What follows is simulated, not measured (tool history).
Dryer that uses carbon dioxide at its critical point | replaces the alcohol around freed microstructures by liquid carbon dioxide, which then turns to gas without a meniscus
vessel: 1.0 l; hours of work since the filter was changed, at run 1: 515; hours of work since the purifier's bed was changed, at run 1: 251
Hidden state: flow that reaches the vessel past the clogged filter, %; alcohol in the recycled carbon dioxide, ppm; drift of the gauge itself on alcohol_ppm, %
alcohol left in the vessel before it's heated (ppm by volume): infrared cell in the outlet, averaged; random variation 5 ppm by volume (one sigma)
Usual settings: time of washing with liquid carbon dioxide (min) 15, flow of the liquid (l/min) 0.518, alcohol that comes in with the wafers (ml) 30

run,hour,time of washing with liquid carbon dioxide (min),flow of the liquid (l/min),alcohol that comes in with the wafers (ml),hours of work since the filter was changed,hours of work since the purifier's bed was changed,alcohol left in the vessel before it's heated (ppm by volume)
1,0,15,0.518,30,515,251,139
2,11.6,15,0.518,30,520,257,150
3,25.4,15,0.518,50,527,263,220
4,40.4,15,0.518,50,534,270,232
5,52.6,15,0.518,50,539,276,241
6,65.2,15,0.518,50,545,281,242
7,73,15,0.419,50,548,285,673
8,82,12,0.522,104,553,289,1322
9,92.6,12,0.522,104,557,294,1315
10,105.1,12,0.522,104,563,299,1342
# hour 114.3: inlet filter changed
11,120,12,0.518,119,3,306,638
12,129.2,9,0.381,30,7,310,1735
13,144.1,19,0.495,86,14,317,59
14,158.2,19,0.495,86,20,323,67

Forecast each of these 4 alternatives for the next run:
A,167.7,19,0.495,41,24,328,?
B,167.7,19,0.492,86,24,328,?
C,167.7,15,0.518,22,24,328,?
D,167.7,19,0.39,23,24,328,?

run,alcohol left in the vessel before it's heated (ppm by volume)
A,38
B,59
C,58
D,75
Without the tool's hidden state the same runs would have given:
run,alcohol left in the vessel before it's heated (ppm by volume)
A,13
B,33
C,32
D,49
